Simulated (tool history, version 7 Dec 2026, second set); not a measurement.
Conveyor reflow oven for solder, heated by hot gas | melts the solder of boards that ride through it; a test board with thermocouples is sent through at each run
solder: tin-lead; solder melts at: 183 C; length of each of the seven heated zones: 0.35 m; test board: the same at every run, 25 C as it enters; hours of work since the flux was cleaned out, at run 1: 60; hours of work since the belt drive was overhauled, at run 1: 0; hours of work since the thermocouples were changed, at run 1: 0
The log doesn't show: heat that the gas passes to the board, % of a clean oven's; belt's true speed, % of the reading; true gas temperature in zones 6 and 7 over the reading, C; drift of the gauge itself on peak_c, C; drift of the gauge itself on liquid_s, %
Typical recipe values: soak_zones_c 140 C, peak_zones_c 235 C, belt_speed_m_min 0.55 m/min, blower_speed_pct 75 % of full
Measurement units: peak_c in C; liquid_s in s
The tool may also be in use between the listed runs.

run	hour	soak_zones_c	peak_zones_c	belt_speed_m_min	blower_speed_pct	hours of work since the flux was cleaned out	hours of work since the belt drive was overhauled	hours of work since the thermocouples were changed	peak_c	liquid_s
1	0	140	235	0.55	75	60	0	0	226	65.1
2	40.4	140	235	0.579	75	92	32	32	224.5	60.6
3	89.2	140	235	0.579	75	131	71	71	224.6	61.1
4	122	140	235	0.579	75	157	96	96	224.2	60.8
5	165.8	140	235	0.579	75	191	131	131	224.3	61
6	228.8	140	235	0.55	75	241	181	181	225.7	65.1
7	269.4	140	235	0.55	75	273	213	213	225.3	65.1
8	314.7	140	235	0.55	53	309	249	249	221.8	61.8
9	340.8	140	235	0.55	53	330	270	270	222.2	61.9
10	374.2	140	235	0.55	53	356	296	296	221.3	62.3
11	405	140	235	0.55	53	381	320	320	221.5	61.6
12	445.1	140	235	0.55	53	412	352	352	221.6	62.2
# hour 458.5: flux residue cleaned out of gas plates and filters
13	502.2	140	235	0.55	53	35	393	393	222.2	62.1
14	533.2	140	235	0.55	60	59	418	418	223.1	63.1
15	577.8	140	244	0.55	75	94	453	453	234.3	68.5
16	608.3	140	244	0.55	75	118	477	477	234.6	69.1
17	657.5	140	244	0.55	75	157	516	516	233.9	68.8
18	709	140	227	0.55	75	198	557	557	218	60.9
19	748.7	140	227	0.55	75	230	588	588	218.4	60.6
20	777.3	132	244	0.55	75	252	611	611	233.9	66.2
21	823.3	139	235	0.55	50	289	647	647	220.4	60.7
22	851.1	139	235	0.55	50	311	669	669	220.2	60.9
23	909.3	139	235	0.55	50	357	715	715	220.8	60.9
24	956.4	139	226	0.627	50	394	753	753	208.5	43.7
# hour 991.4: flux residue cleaned out of gas plates and filters
25	991.4	143	248	0.627	50	0	776	776	229.3	58.6
26	1022.5	140	235	0.598	67	25	801	801	222.3	57.5
27	1067.8	131	240	0.55	75	60	837	837	229.9	64
# hour 1116.8: belt drive overhauled, speed set with a stopwatch
# hour 1136.3: thermocouples of zones 6 and 7 changed
28	1136.3	131	240	0.55	75	110	14	0	229.5	64.5
29	1186.4	131	240	0.55	75	149	54	40	229.6	64
30	1219.3	131	240	0.55	75	176	80	66	229.4	64.8
31	1253.8	131	240	0.55	75	203	107	93	228.9	64.6

4 options for the next run, each taken on its own from the tool as it stands now. Forecast them:
A	1282.9	131	240	0.458	57	226	130	116	?	?
B	1282.9	131	236	0.55	75	226	130	116	?	?
C	1282.9	140	235	0.606	82	226	130	116	?	?
D	1282.9	147	235	0.468	51	226	130	116	?	?

run	peak_c	liquid_s
A	230.7	78.5
B	225.8	62.5
C	224.8	58.1
D	226.4	79.4
Stripped of hidden state, with their random variation kept, the same runs would have yielded:
run	peak_c	liquid_s
A	230.7	78.5
B	225.9	62.5
C	224.9	58.1
D	226.5	79.4
